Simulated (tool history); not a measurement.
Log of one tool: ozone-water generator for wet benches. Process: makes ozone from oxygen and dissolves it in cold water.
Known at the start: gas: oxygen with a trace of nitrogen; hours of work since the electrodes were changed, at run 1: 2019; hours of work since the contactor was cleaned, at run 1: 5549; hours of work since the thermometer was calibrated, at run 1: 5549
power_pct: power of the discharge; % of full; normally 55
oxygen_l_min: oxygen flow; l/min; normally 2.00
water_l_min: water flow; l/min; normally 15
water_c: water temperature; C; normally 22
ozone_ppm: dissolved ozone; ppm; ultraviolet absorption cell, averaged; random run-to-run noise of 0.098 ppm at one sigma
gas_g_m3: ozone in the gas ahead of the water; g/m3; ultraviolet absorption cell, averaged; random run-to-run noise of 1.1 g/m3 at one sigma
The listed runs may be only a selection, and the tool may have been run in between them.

run   hour  power_pct  oxygen_l_min  water_l_min  water_c  hours of work since the electrodes were changed  hours of work since the contactor was cleaned  hours of work since the thermometer was calibrated  ozone_ppm  gas_g_m3
  1    0.0         55          2.00           15       22                                             2019                                           5549                                                5549      12.71     197.8
  2   51.5         55          2.00           15       22                                             2069                                           5599                                                5599      12.66     197.6
  3   79.8         55          2.00           15       22                                             2097                                           5626                                                5626      12.56     196.6
  4  129.4         55          2.00           15       22                                             2145                                           5675                                                5675      12.54     198.6
  5  181.7         55          2.00           15       17                                             2195                                           5725                                                5725      13.22     196.0
  6  209.2         55          2.00           15       17                                             2222                                           5752                                                5752      13.24     197.9
  7  262.8         55          2.00           15       17                                             2274                                           5804                                                5804      13.42     198.8
  8  293.0         55          1.92           15       22                                             2303                                           5833                                                5833      12.51     200.1
  9  330.8         55          1.92           15       22                                             2340                                           5870                                                5870      12.46     203.0

For run 10, what comes out?
 10  355.3         63          1.92           18       22                                             2364                                           5894                                                5894          ?         ?

Run 10 gave ozone_ppm 11.36 ppm, gas_g_m3 224.0 g/m3.
Had the tool carried no hidden state, the very same run would have given ozone_ppm 12.13 ppm, gas_g_m3 227.3 g/m3.
